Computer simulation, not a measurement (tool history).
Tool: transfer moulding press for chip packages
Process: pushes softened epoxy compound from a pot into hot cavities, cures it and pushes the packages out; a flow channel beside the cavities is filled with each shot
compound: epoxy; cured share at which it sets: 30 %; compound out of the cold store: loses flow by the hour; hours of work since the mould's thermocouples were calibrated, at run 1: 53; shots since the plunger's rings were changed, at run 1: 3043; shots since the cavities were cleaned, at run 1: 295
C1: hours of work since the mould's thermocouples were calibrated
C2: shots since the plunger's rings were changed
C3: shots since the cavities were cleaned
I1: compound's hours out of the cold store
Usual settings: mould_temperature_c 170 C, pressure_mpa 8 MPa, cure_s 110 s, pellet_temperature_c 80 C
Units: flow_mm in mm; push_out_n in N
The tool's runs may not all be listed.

run 1 hour=0 | mould_temperature_c=170 pressure_mpa=8 cure_s=110 pellet_temperature_c=80 | C1=53 C2=3043 C3=295 | I1=8.6 | flow_mm=779 push_out_n=579
-- hour=10.5 plunger's sealing rings changed
run 2 hour=20.2 | mould_temperature_c=170 pressure_mpa=8 cure_s=110 pellet_temperature_c=80 | C1=66 C2=115 C3=506 | I1=23.5 | flow_mm=748 push_out_n=641
-- hour=32.2 cavities cleaned with cleaning compound and waxed
run 3 hour=33.1 | mould_temperature_c=170 pressure_mpa=8 cure_s=102 pellet_temperature_c=80 | C1=74 C2=252 C3=10 | I1=14.7 | flow_mm=797 push_out_n=428
run 4 hour=42.2 | mould_temperature_c=170 pressure_mpa=8 cure_s=102 pellet_temperature_c=80 | C1=80 C2=361 C3=119 | I1=41.8 | flow_mm=667 push_out_n=469
run 5 hour=52.3 | mould_temperature_c=170 pressure_mpa=8 cure_s=102 pellet_temperature_c=80 | C1=88 C2=482 C3=240 | I1=16.8 | flow_mm=772 push_out_n=600
run 6 hour=68.3 | mould_temperature_c=170 pressure_mpa=8 cure_s=132 pellet_temperature_c=80 | C1=99 C2=674 C3=432 | I1=35.8 | flow_mm=691 push_out_n=541
run 7 hour=78.9 | mould_temperature_c=170 pressure_mpa=8 cure_s=132 pellet_temperature_c=80 | C1=106 C2=801 C3=559 | I1=21.2 | flow_mm=760 push_out_n=561
-- hour=87.4 cavities cleaned with cleaning compound and waxed
run 8 hour=94.3 | mould_temperature_c=170 pressure_mpa=8 cure_s=110 pellet_temperature_c=80 | C1=116 C2=966 C3=82 | I1=47.9 | flow_mm=640 push_out_n=407
run 9 hour=107 | mould_temperature_c=170 pressure_mpa=8 cure_s=110 pellet_temperature_c=80 | C1=125 C2=1119 C3=235 | I1=10.4 | flow_mm=793 push_out_n=547
run 10 hour=122.6 | mould_temperature_c=170 pressure_mpa=8 cure_s=110 pellet_temperature_c=80 | C1=137 C2=1306 C3=422 | I1=16.8 | flow_mm=762 push_out_n=614
run 11 hour=132.4 | mould_temperature_c=170 pressure_mpa=8 cure_s=110 pellet_temperature_c=80 | C1=143 C2=1422 C3=538 | I1=22.3 | flow_mm=737 push_out_n=640
-- hour=142.3 cavities cleaned with cleaning compound and waxed
run 12 hour=145.6 | mould_temperature_c=170 pressure_mpa=8 cure_s=110 pellet_temperature_c=80 | C1=152 C2=1562 C3=39 | I1=40.9 | flow_mm=657 push_out_n=369
run 13 hour=154.9 | mould_temperature_c=170 pressure_mpa=8 cure_s=110 pellet_temperature_c=80 | C1=158 C2=1674 C3=151 | I1=17.1 | flow_mm=752 push_out_n=466
run 14 hour=169.2 | mould_temperature_c=170 pressure_mpa=8 cure_s=110 pellet_temperature_c=80 | C1=169 C2=1845 C3=322 | I1=29.1 | flow_mm=708 push_out_n=526
run 15 hour=186.6 | mould_temperature_c=171 pressure_mpa=6.4 cure_s=110 pellet_temperature_c=80 | C1=181 C2=2052 C3=529 | I1=27.1 | flow_mm=630 push_out_n=606
-- hour=197.1 cavities cleaned with cleaning compound and waxed
run 16 hour=201.8 | mould_temperature_c=172 pressure_mpa=8.7 cure_s=125 pellet_temperature_c=73 | C1=191 C2=2217 C3=57 | I1=25.3 | flow_mm=738 push_out_n=352
run 17 hour=217.2 | mould_temperature_c=177 pressure_mpa=8 cure_s=110 pellet_temperature_c=80 | C1=202 C2=2401 C3=241 | I1=16.2 | flow_mm=735 push_out_n=450
run 18 hour=226.7 | mould_temperature_c=177 pressure_mpa=7.39 cure_s=134 pellet_temperature_c=87 | C1=208 C2=2515 C3=355 | I1=42.6 | flow_mm=601 push_out_n=484
run 19 hour=244.2 | mould_temperature_c=177 pressure_mpa=7.39 cure_s=134 pellet_temperature_c=87 | C1=221 C2=2724 C3=564 | I1=36.4 | flow_mm=629 push_out_n=518
-- hour=251.3 cavities cleaned with cleaning compound and waxed
run 20 hour=263.3 | mould_temperature_c=177 pressure_mpa=7.39 cure_s=134 pellet_temperature_c=87 | C1=233 C2=2935 C3=144 | I1=11.2 | flow_mm=715 push_out_n=393
run 21 hour=276.6 | mould_temperature_c=170 pressure_mpa=7.49 cure_s=110 pellet_temperature_c=80 | C1=243 C2=3094 C3=303 | I1=25.9 | flow_mm=682 push_out_n=537

The next listed run, before its measurement:
-- hour=282.8 plunger's sealing rings changed
run 22 hour=287.8 | mould_temperature_c=172 pressure_mpa=8 cure_s=108 pellet_temperature_c=80 | C1=249 C2=59 C3=406 | I1=11.7 | flow_mm=? push_out_n=?

Run 22 gave flow_mm 788 mm, push_out_n 536 N.
Without the tool's hidden state the same run would have given flow_mm 790 mm, push_out_n 327 N.

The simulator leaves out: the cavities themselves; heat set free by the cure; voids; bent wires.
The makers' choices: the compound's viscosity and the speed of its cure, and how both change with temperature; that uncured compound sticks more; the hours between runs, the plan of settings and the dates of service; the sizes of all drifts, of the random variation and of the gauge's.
